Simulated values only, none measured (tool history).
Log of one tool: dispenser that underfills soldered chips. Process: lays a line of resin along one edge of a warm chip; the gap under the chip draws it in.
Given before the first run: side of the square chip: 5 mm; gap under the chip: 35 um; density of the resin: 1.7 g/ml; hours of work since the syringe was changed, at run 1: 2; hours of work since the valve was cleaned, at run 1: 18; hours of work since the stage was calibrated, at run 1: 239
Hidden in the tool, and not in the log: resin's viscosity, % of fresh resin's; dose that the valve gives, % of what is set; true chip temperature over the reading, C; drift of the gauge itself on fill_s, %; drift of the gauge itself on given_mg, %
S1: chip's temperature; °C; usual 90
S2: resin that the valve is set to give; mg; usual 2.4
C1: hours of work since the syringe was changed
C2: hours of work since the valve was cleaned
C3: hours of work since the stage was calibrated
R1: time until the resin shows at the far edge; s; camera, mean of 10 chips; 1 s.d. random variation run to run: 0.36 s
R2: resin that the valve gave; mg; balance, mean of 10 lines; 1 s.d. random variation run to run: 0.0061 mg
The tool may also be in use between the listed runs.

run	hour	S1	S2	C1	C2	C3	R1	R2
1	0	90	2.4	2	18	239	21	2.358
2	5.2	97	2.4	6	21	242	19	2.367
# hour 6.5: new syringe of resin
3	13.5	97	2.4	5	27	248	17.6	2.352
# hour 16.8: new syringe of resin
4	18.2	97	2.4	1	30	251	14.8	2.336
5	25.2	90	2.55	6	35	256	24.7	2.475
# hour 27: new syringe of resin
6	33	92	2.55	4	40	261	20.8	2.462
# hour 36.9: new syringe of resin
7	39.7	80	2.4	2	44	265	33.6	2.308
8	45.7	80	2.4	6	48	269	41.4	2.301
# hour 46.6: new syringe of resin
9	54.3	80	2.4	5	54	275	39.1	2.289
# hour 56.3: new syringe of resin
10	60.6	80	2.4	3	58	279	35.2	2.285
# hour 66.2: new syringe of resin
11	66.8	76	2.4	0	62	283	36.6	2.264
# hour 69.9: dispensing valve cleaned and set on the balance
12	76.2	75	2.66	6	4	289	51.3	2.651
# hour 77.4: new syringe of resin
13	85	101	2.39	5	10	294	15.1	2.365
# hour 87.4: new syringe of resin
14	90.8	101	2.39	2	14	298	12.7	2.357
15	95.4	80	2.29	5	17	301	38.6	2.243
# hour 97.1: new syringe of resin
16	103	93	2.66	4	22	306	18.5	2.605
# hour 106.9: new syringe of resin
17	112.3	93	2.66	4	28	312	18.7	2.599
# hour 117.1: new syringe of resin
18	121.8	76	2.89	3	34	319	42.1	2.806
# hour 127.2: new syringe of resin
19	128.3	79	2.4	1	38	323	32.3	2.318
20	132.5	79	2.4	4	41	326	37	2.313
# hour 136.8: new syringe of resin
21	137	81	2.44	0	44	328	27.8	2.342

Consider 4 possible next runs. They are alternatives, not a sequence: every one starts from the tool as it was left by run 21. What does each give?
A	141.2	89	2.87	3	47	331	?	?
B	141.2	85	2.44	3	47	331	?	?
C	141.2	96	2.98	3	47	331	?	?
D	141.2	90	2.86	3	47	331	?	?

run	R1	R2
A	21.4	2.751
B	27.1	2.337
C	15.4	2.863
D	20.6	2.732
What these runs would have given with no unlogged condition in the tool:
run	R1	R2
A	20.4	2.873
B	25.9	2.441
C	14.6	2.989
D	19.6	2.853
